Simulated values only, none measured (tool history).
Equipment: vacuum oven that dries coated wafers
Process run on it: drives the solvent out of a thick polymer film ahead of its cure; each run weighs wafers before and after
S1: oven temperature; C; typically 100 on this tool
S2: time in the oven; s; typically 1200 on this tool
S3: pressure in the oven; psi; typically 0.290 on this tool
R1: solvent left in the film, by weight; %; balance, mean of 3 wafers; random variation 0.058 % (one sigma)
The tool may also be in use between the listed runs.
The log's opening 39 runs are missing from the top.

{"run": 40, "day": 46.362, "S1": 92, "S2": 720, "S3": 0.631, "R1": 10.33}
{"run": 41, "day": 47.746, "S1": 99, "S2": 720, "S3": 0.547, "R1": 7.1}
{"run": 42, "day": 48.983, "S1": 90, "S2": 1860, "S3": 0.595, "R1": 6.15}
{"run": 43, "day": 50.071, "S1": 97, "S2": 1380, "S3": 0.29, "R1": 3.4}
{"run": 44, "day": 51.571, "S1": 85, "S2": 600, "S3": 0.29, "R1": 12.08}
{"run": 45, "day": 52.546, "S1": 85, "S2": 600, "S3": 0.29, "R1": 12.14}
{"run": 46, "day": 53.275, "S1": 85, "S2": 600, "S3": 0.29, "R1": 12.36}
{"run": 47, "day": 54.862, "S1": 85, "S2": 600, "S3": 0.29, "R1": 12.26}

What if the next run were any one of these 4? Each begins from the tool's condition after run 47:
{"run": "A", "day": 56.021, "S1": 85, "S2": 600, "S3": 0.529, "R1": "?"}
{"run": "B", "day": 56.021, "S1": 100, "S2": 1080, "S3": 0.29, "R1": "?"}
{"run": "C", "day": 56.021, "S1": 85, "S2": 1800, "S3": 0.183, "R1": "?"}
{"run": "D", "day": 56.021, "S1": 92, "S2": 1200, "S3": 0.29, "R1": "?"}

run=A R1=13.29
run=B R1=3.75
run=C R1=5.62
run=D R1=5.85
Had the tool no hidden state, the same runs would have come out as:
run=A R1=12.92
run=B R1=3.43
run=C R1=5.19
run=D R1=5.44
